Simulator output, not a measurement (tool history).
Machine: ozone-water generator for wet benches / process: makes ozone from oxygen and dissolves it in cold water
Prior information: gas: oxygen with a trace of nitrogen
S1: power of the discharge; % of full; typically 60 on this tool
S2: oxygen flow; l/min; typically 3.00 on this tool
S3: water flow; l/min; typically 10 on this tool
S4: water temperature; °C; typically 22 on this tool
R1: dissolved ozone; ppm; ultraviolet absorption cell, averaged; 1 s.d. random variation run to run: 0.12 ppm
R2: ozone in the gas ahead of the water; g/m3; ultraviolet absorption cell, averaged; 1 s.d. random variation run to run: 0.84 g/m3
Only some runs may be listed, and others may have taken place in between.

run 1 hour=0.0 | S1=60 S2=3.00 S3=10 S4=22 | R1=10.0 R2=116.3
run 2 hour=45.3 | S1=60 S2=3.00 S3=10 S4=22 | R1=10.0 R2=114.9
run 3 hour=146.5 | S1=60 S2=3.00 S3=10 S4=22 | R1=9.7 R2=113.8
-- hour=217.0 contactor cleaned
run 4 hour=223.6 | S1=60 S2=3.00 S3=10 S4=22 | R1=10.3 R2=114.2
run 5 hour=296.4 | S1=60 S2=3.00 S3=10 S4=16 | R1=11.5 R2=113.8
run 6 hour=389.9 | S1=60 S2=3.00 S3=10 S4=16 | R1=11.0 R2=114.5
run 7 hour=469.0 | S1=60 S2=3.00 S3=10 S4=22 | R1=10.1 R2=112.1
run 8 hour=567.1 | S1=60 S2=3.00 S3=10 S4=22 | R1=10.2 R2=112.1
run 9 hour=661.9 | S1=60 S2=3.00 S3=10 S4=22 | R1=10.1 R2=112.5
run 10 hour=736.8 | S1=60 S2=3.00 S3=10 S4=22 | R1=10.0 R2=111.2
run 11 hour=817.9 | S1=60 S2=3.00 S3=10 S4=22 | R1=9.9 R2=111.3
run 12 hour=889.9 | S1=76 S2=2.13 S3=10 S4=24 | R1=11.3 R2=155.3
run 13 hour=954.0 | S1=80 S2=2.13 S3=10 S4=14 | R1=13.5 R2=160.0
run 14 hour=1012.7 | S1=41 S2=5.24 S3=6 S4=23 | R1=9.1 R2=62.0
run 15 hour=1096.7 | S1=80 S2=5.24 S3=10 S4=23 | R1=11.1 R2=99.0
run 16 hour=1193.8 | S1=60 S2=3.55 S3=7 S4=23 | R1=11.7 R2=98.0
run 17 hour=1296.7 | S1=44 S2=2.12 S3=7 S4=22 | R1=10.3 R2=102.2
run 18 hour=1378.7 | S1=44 S2=2.12 S3=7 S4=22 | R1=10.1 R2=102.8
run 19 hour=1472.1 | S1=44 S2=2.12 S3=7 S4=22 | R1=10.1 R2=102.7
run 20 hour=1572.5 | S1=60 S2=3.48 S3=10 S4=20 | R1=9.6 R2=96.4
run 21 hour=1627.6 | S1=47 S2=3.86 S3=11 S4=22 | R1=7.3 R2=78.8

Here are 5 independent what-if runs from the current tool condition. What would each one return?
run A hour=1703.2 | S1=60 S2=3.60 S3=10 S4=28 | R1=? R2=?
run B hour=1703.2 | S1=60 S2=3.91 S3=8 S4=22 | R1=? R2=?
run C hour=1703.2 | S1=60 S2=5.09 S3=6 S4=24 | R1=? R2=?
run D hour=1703.2 | S1=47 S2=3.86 S3=9 S4=22 | R1=? R2=?
run E hour=1703.2 | S1=60 S2=3.00 S3=10 S4=27 | R1=? R2=?

run=A R1=8.2 R2=95.3
run=B R1=10.6 R2=90.6
run=C R1=11.2 R2=79.8
run=D R1=8.1 R2=78.5
run=E R1=8.6 R2=103.1
With the hidden condition removed and each run's random variation left untouched, the same runs would have given:
run=A R1=10.8 R2=123.4
run=B R1=14.0 R2=117.4
run=C R1=14.8 R2=103.2
run=D R1=10.2 R2=95.9
run=E R1=11.4 R2=133.6
